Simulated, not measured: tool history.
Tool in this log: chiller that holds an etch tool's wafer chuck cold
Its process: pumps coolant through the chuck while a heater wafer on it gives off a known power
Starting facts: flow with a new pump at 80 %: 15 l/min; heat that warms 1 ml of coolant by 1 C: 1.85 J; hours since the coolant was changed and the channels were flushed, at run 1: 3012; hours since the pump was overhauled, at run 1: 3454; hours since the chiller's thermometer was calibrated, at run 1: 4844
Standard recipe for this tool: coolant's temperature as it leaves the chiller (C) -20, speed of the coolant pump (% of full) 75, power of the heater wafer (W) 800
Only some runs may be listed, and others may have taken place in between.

run      day  coolant's temperature as it leaves the chiller (C)  speed of the coolant pump (% of full)  power of the heater wafer (W)  hours since the coolant was changed and the channels were flushed  hours since the pump was overhauled  hours since the chiller's thermometer was calibrated  chuck's temperature once it has settled (C)  how much warmer the coolant comes back (C)
  1        0                                                 -20                                     75                            800                                                               3012                                 3454                                                  4844                                        -14.5                                        1.85
       4.062  -- chiller's thermometer calibrated
  2    5.442                                                 -20                                     75                            800                                                               3141                                 3583                                                    33                                        -14.3                                        1.87
  3   12.533                                                 -20                                     75                            800                                                               3312                                 3753                                                   203                                        -14.4                                         1.8
  4   17.879                                                 -20                                     75                            800                                                               3440                                 3882                                                   332                                        -14.4                                        1.73
  5   22.696                                                 -20                                     75                            800                                                               3555                                 3997                                                   447                                        -14.7                                         1.7
  6   29.475                                                 -20                                     75                            800                                                               3718                                 4160                                                   610                                        -14.6                                        1.66
  7   37.433                                                 -20                                     75                            438                                                               3909                                 4351                                                   801                                        -16.9                                        0.75
  8   41.608                                                 -20                                     75                            438                                                               4009                                 4451                                                   901                                        -17.1                                        0.72
  9   45.238                                                 -20                                     75                            438                                                               4096                                 4538                                                   988                                        -16.9                                         0.7
 10   51.817                                                 -20                                     75                            800                                                               4254                                 4696                                                  1146                                        -14.5                                        1.48
 11   56.121                                                 -20                                     75                            800                                                               4358                                 4799                                                  1249                                        -14.5                                        1.49
 12   60.258                                                 -20                                     75                            444                                                               4457                                 4899                                                  1349                                        -16.9                                        0.59
 13   68.138                                                 -20                                     75                            430                                                               4646                                 5088                                                  1538                                          -17                                         0.5
      70.588  -- gauge calibrated
 14   74.783                                                 -25                                     75                            800                                                               4806                                 5247                                                  1697                                        -19.6                                        1.83
 15   81.117                                                 -20                                     75                            800                                                               4958                                 5399                                                  1849                                        -14.5                                        1.75
 16   84.688                                                 -20                                     75                            800                                                               5043                                 5485                                                  1935                                        -14.6                                        1.79
 17   91.296                                                 -17                                     83                            922                                                               5202                                 5644                                                  2094                                          -11                                        1.77
 18   99.054                                                 -17                                     84                            922                                                               5388                                 5830                                                  2280                                          -11                                        1.72
 19    102.5                                                 -20                                     67                            800                                                               5471                                 5913                                                  2363                                        -13.9                                         1.9
 20  108.817                                                 -23                                     64                            550                                                               5622                                 6064                                                  2514                                        -18.9                                        1.23
 21  114.017                                                 -23                                     64                            550                                                               5747                                 6189                                                  2639                                        -18.8                                         1.2
 22  119.258                                                 -23                                     64                            550                                                               5873                                 6315                                                  2765                                        -18.6                                        1.17
 23  124.533                                                 -23                                     64                            550                                                               6000                                 6441                                                  2891                                        -18.7                                        1.16
     125.138  -- coolant pump overhauled
 24  133.067                                                 -20                                     75                            829                                                               6199                                  190                                                  3091                                        -14.3                                        1.49
 25  136.854                                                 -20                                     75                            829                                                               6290                                  281                                                  3182                                        -14.3                                        1.49
 26  143.833                                                 -20                                     75                            829                                                               6458                                  449                                                  3350                                        -14.3                                        1.37
 27  148.017                                                 -21                                     62                            583                                                               6558                                  549                                                  3450                                        -16.6                                        1.11
 28    151.6                                                 -21                                     62                            583                                                               6644                                  635                                                  3536                                        -16.4                                        1.09
     155.608  -- coolant changed, channels flushed
 29  157.554                                                 -21                                     69                            803                                                                 47                                  772                                                  3673                                        -15.2                                        1.44
 30  165.475                                                 -17                                     89                           1190                                                                237                                  962                                                  3863                                         -9.8                                        1.64
 31  171.329                                                 -17                                     89                           1190                                                                377                                 1103                                                  4003                                         -9.7                                        1.57

Forecast each of these 4 alternatives for the next run:
  A  178.833                                                 -20                                     75                            809                                                                557                                 1283                                                  4183                                            ?                                           ?
  B  178.833                                                 -18                                     66                            569                                                                557                                 1283                                                  4183                                            ?                                           ?
  C  178.833                                                 -17                                     89                           1136                                                                557                                 1283                                                  4183                                            ?                                           ?
  D  178.833                                                 -22                                     61                            800                                                                557                                 1283                                                  4183                                            ?                                           ?

run  chuck's temperature once it has settled (C)  how much warmer the coolant comes back (C)
  A                                        -14.3                                        1.18
  B                                        -13.9                                        0.72
  C                                          -10                                        1.43
  D                                        -15.6                                        1.56
The same runs, with their run-to-run variation unchanged, on a tool lacking any hidden condition would have given:
run  chuck's temperature once it has settled (C)  how much warmer the coolant comes back (C)
  A                                        -14.4                                        1.94
  B                                        -13.9                                        1.49
  C                                          -10                                        2.19
  D                                        -15.7                                        2.33
